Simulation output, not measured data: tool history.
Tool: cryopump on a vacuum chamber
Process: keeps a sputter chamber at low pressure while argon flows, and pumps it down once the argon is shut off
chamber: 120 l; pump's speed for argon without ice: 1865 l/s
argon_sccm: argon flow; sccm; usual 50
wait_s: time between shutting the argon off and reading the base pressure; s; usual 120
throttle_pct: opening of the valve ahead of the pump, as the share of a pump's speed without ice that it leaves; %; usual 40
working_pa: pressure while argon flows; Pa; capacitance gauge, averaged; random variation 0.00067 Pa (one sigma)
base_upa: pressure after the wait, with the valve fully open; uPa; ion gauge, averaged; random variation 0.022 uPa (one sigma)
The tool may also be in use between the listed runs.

run	hour	argon_sccm	wait_s	throttle_pct	working_pa	base_upa
1	0	50	120	40	0.117	0.76
2	37.5	50	120	40	0.1167	0.75
3	69.9	50	120	40	0.1167	0.82
4	105	50	120	40	0.1167	0.83
5	135.3	20	120	40	0.0462	0.84
6	166.5	20	215	40	0.0469	0.68
7	197.1	20	215	40	0.0463	0.69
8	241.9	20	215	40	0.0461	0.7
9	269.9	20	215	40	0.0477	0.7
10	310.1	47	215	40	0.1094	0.72
11	351.8	47	215	40	0.1109	0.74
12	375.7	50	120	40	0.1188	0.95
13	400.9	50	120	40	0.1172	0.96
14	442.3	50	120	40	0.1178	1
15	466.9	50	120	40	0.1177	0.96
16	494.2	50	120	40	0.1189	1
17	513	50	120	40	0.1191	1.02
18	546.6	50	120	40	0.1183	1.03
19	591.8	69	98	19	0.3377	1.14
20	613.2	69	98	19	0.3378	1.14
21	638.4	88	296	18	0.4558	0.81
22	670.3	50	191	17	0.2735	0.93
23	715.3	50	191	17	0.2738	0.98
24	739.3	42	91	43	0.0941	1.2
25	774.7	45	120	37	0.1165	1.15
26	805.6	86	162	17	0.4746	1.05
27	847.6	95	120	42	0.22	1.26
28	885	59	202	41	0.1396	1.05
29	917.4	35	120	40	0.0845	1.22
30	944.4	35	120	40	0.0855	1.19

5 ways to go on from here, each from the tool as it stands after run 30. What would each give?
A	963.6	56	120	40	?	?
B	963.6	35	120	39	?	?
C	963.6	50	120	43	?	?
D	963.6	40	25	35	?	?
E	963.6	32	120	18	?	?

run	working_pa	base_upa
A	0.136	1.18
B	0.0862	1.24
C	0.1144	1.19
D	0.1095	2.7
E	0.168	1.24
Without the tool's hidden state the same runs would have given:
run	working_pa	base_upa
A	0.127	0.51
B	0.0806	0.54
C	0.1063	0.52
D	0.1031	2.01
E	0.1629	0.55
